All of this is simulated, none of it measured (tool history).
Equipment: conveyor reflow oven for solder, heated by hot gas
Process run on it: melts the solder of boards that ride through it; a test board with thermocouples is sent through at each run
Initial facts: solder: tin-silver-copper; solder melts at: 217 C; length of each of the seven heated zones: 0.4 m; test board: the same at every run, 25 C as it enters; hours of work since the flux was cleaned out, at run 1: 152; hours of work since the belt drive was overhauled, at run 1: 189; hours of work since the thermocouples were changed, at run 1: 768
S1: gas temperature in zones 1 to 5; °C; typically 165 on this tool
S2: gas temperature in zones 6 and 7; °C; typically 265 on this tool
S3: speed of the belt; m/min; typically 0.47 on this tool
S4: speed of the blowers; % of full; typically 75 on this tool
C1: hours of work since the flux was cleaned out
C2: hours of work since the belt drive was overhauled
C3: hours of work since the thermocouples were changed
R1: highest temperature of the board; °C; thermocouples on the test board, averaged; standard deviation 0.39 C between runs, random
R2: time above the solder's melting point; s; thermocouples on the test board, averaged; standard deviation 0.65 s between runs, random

run	hour	S1	S2	S3	S4	C1	C2	C3	R1	R2
1	0	165	265	0.47	75	152	189	768	250.3	70.4
2	10	165	265	0.47	75	158	195	773	249.9	70
# hour 17.8: flux residue cleaned out of gas plates and filters
3	24.8	165	265	0.47	75	4	200	779	250.2	71.5
4	29.6	168	265	0.47	75	7	203	782	251.8	71.5
5	35.8	168	265	0.47	75	11	207	786	251.4	73.4
6	44.1	168	265	0.47	75	15	212	791	251.3	72.6
7	51.7	158	265	0.47	75	20	216	795	249.1	67.8
8	58.3	158	265	0.47	75	24	220	799	249.6	67.9
9	65.2	158	265	0.47	75	28	224	803	249.3	66
10	73.2	158	265	0.47	75	33	229	808	249.5	67.8
11	79	158	265	0.47	75	36	232	811	248.4	67
12	85	165	270	0.47	75	40	236	815	255.1	74.1
13	93.2	165	270	0.47	75	44	241	819	255.2	75.3
14	97.4	165	263	0.485	75	47	243	822	247.5	65.4
15	104.4	161	263	0.398	75	51	247	826	252.9	88.3
16	110.5	161	263	0.398	75	55	251	830	253.5	88.8
17	116.2	161	263	0.398	75	58	254	833	253.1	88
18	126.3	161	263	0.398	56	64	260	839	249.8	80.8
19	131.3	156	255	0.405	70	67	263	842	244.3	72.2
20	140.7	156	255	0.405	70	72	269	847	244.6	72.9
21	149.5	168	255	0.38	69	77	274	853	246.9	87.8
22	159.1	168	255	0.485	88	83	279	858	243.6	63.8
23	163.7	168	255	0.485	88	86	282	861	243.2	63.3
24	172.7	168	255	0.485	88	91	287	866	242.3	63.4
25	181.9	178	263	0.505	75	96	293	872	248.4	69

How the hidden state differs across the entries between the runs, from the last listed run before each to the first after it:
From run 2 to run 3: flux residue cleaned out of gas plates and filters (hour 17.8)
  heat that the gas passes to the board, % of a clean oven's: 95.5 -> 99.6; belt's true speed, % of the reading: 99.4 -> 99.38; true gas temperature in zones 6 and 7 over the reading, C: 1.84 -> 1.85
  difference, measured minus the result without the unlogged condition, R1: +0.6 -> +1.7 °C; R2: +0.6 -> +2.2 s
